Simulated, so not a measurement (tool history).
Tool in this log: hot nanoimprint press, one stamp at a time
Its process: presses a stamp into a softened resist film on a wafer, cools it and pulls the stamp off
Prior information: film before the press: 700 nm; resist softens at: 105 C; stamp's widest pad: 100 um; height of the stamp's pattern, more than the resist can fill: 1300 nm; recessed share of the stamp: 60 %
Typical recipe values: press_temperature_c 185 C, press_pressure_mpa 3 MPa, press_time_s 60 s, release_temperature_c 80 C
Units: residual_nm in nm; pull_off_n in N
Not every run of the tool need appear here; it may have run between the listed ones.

run 1 hour=0 | press_temperature_c=185 press_pressure_mpa=3 press_time_s=60 release_temperature_c=80 | residual_nm=339 pull_off_n=150
run 2 hour=10.6 | press_temperature_c=185 press_pressure_mpa=3 press_time_s=60 release_temperature_c=75 | residual_nm=336.8 pull_off_n=173
run 3 hour=16.6 | press_temperature_c=185 press_pressure_mpa=3 press_time_s=60 release_temperature_c=75 | residual_nm=338.9 pull_off_n=179
run 4 hour=28.8 | press_temperature_c=185 press_pressure_mpa=3 press_time_s=60 release_temperature_c=75 | residual_nm=339.3 pull_off_n=180
run 5 hour=40 | press_temperature_c=185 press_pressure_mpa=3 press_time_s=60 release_temperature_c=75 | residual_nm=336.8 pull_off_n=182
run 6 hour=50.4 | press_temperature_c=185 press_pressure_mpa=3 press_time_s=60 release_temperature_c=75 | residual_nm=334.3 pull_off_n=189
run 7 hour=59.8 | press_temperature_c=185 press_pressure_mpa=3 press_time_s=55 release_temperature_c=80 | residual_nm=347.1 pull_off_n=171
run 8 hour=70.5 | press_temperature_c=185 press_pressure_mpa=3 press_time_s=55 release_temperature_c=80 | residual_nm=346.9 pull_off_n=184
run 9 hour=79.4 | press_temperature_c=194 press_pressure_mpa=3 press_time_s=60 release_temperature_c=80 | residual_nm=265.1 pull_off_n=175
run 10 hour=88 | press_temperature_c=194 press_pressure_mpa=3 press_time_s=60 release_temperature_c=80 | residual_nm=263.4 pull_off_n=179
run 11 hour=94.8 | press_temperature_c=194 press_pressure_mpa=3 press_time_s=60 release_temperature_c=73 | residual_nm=265.3 pull_off_n=204
run 12 hour=103.7 | press_temperature_c=194 press_pressure_mpa=3 press_time_s=60 release_temperature_c=73 | residual_nm=264.4 pull_off_n=206
run 13 hour=110.6 | press_temperature_c=194 press_pressure_mpa=3 press_time_s=60 release_temperature_c=73 | residual_nm=265.3 pull_off_n=211
run 14 hour=116.4 | press_temperature_c=194 press_pressure_mpa=3 press_time_s=60 release_temperature_c=73 | residual_nm=265.7 pull_off_n=216
run 15 hour=123.5 | press_temperature_c=194 press_pressure_mpa=3 press_time_s=60 release_temperature_c=73 | residual_nm=263.9 pull_off_n=220
run 16 hour=137.3 | press_temperature_c=176 press_pressure_mpa=2.24 press_time_s=55 release_temperature_c=70 | residual_nm=496.7 pull_off_n=228
run 17 hour=143.5 | press_temperature_c=176 press_pressure_mpa=2.24 press_time_s=55 release_temperature_c=70 | residual_nm=493 pull_off_n=231
run 18 hour=149.5 | press_temperature_c=176 press_pressure_mpa=2.24 press_time_s=55 release_temperature_c=70 | residual_nm=493.7 pull_off_n=238
run 19 hour=162.8 | press_temperature_c=194 press_pressure_mpa=2.24 press_time_s=34 release_temperature_c=76 | residual_nm=372.4 pull_off_n=217
run 20 hour=170 | press_temperature_c=194 press_pressure_mpa=2.24 press_time_s=34 release_temperature_c=76 | residual_nm=373.6 pull_off_n=216
run 21 hour=178.2 | press_temperature_c=194 press_pressure_mpa=2.24 press_time_s=34 release_temperature_c=76 | residual_nm=371.8 pull_off_n=215
run 22 hour=184.2 | press_temperature_c=194 press_pressure_mpa=2.24 press_time_s=42 release_temperature_c=88 | residual_nm=353.2 pull_off_n=174
run 23 hour=192.6 | press_temperature_c=185 press_pressure_mpa=3 press_time_s=44 release_temperature_c=70 | residual_nm=376.3 pull_off_n=260
run 24 hour=203.2 | press_temperature_c=182 press_pressure_mpa=2.65 press_time_s=43 release_temperature_c=79 | residual_nm=431.4 pull_off_n=212
run 25 hour=212.1 | press_temperature_c=182 press_pressure_mpa=2.65 press_time_s=43 release_temperature_c=79 | residual_nm=430.2 pull_off_n=211
run 26 hour=221 | press_temperature_c=186 press_pressure_mpa=2.65 press_time_s=120 release_temperature_c=78 | residual_nm=278.2 pull_off_n=224
run 27 hour=232.7 | press_temperature_c=177 press_pressure_mpa=3.02 press_time_s=32 release_temperature_c=74 | residual_nm=496.2 pull_off_n=257
-- hour=243.4 stamp cleaned and given a new release coat
run 28 hour=246.5 | press_temperature_c=177 press_pressure_mpa=3.02 press_time_s=32 release_temperature_c=74 | residual_nm=502.4 pull_off_n=165
run 29 hour=256.5 | press_temperature_c=177 press_pressure_mpa=3.02 press_time_s=32 release_temperature_c=74 | residual_nm=495.9 pull_off_n=170

Here are 5 independent what-if runs from the current tool condition. What would each one return?
run A hour=268.7 | press_temperature_c=185 press_pressure_mpa=4.5 press_time_s=60 release_temperature_c=66 | residual_nm=? pull_off_n=?
run B hour=268.7 | press_temperature_c=177 press_pressure_mpa=3.02 press_time_s=32 release_temperature_c=79 | residual_nm=? pull_off_n=?
run C hour=268.7 | press_temperature_c=185 press_pressure_mpa=4.48 press_time_s=104 release_temperature_c=85 | residual_nm=? pull_off_n=?
run D hour=268.7 | press_temperature_c=196 press_pressure_mpa=3.02 press_time_s=106 release_temperature_c=79 | residual_nm=? pull_off_n=?
run E hour=268.7 | press_temperature_c=182 press_pressure_mpa=3.9 press_time_s=107 release_temperature_c=74 | residual_nm=? pull_off_n=?

run=A residual_nm=281.6 pull_off_n=202
run=B residual_nm=495.6 pull_off_n=157
run=C residual_nm=229.2 pull_off_n=137
run=D residual_nm=204.3 pull_off_n=157
run=E residual_nm=267.1 pull_off_n=180
The same runs, with their run-to-run variation unchanged, on a tool lacking any hidden condition would have given:
run=A residual_nm=271.2 pull_off_n=192
run=B residual_nm=486.1 pull_off_n=149
run=C residual_nm=220.5 pull_off_n=130
run=D residual_nm=198.5 pull_off_n=149
run=E residual_nm=257.9 pull_off_n=171
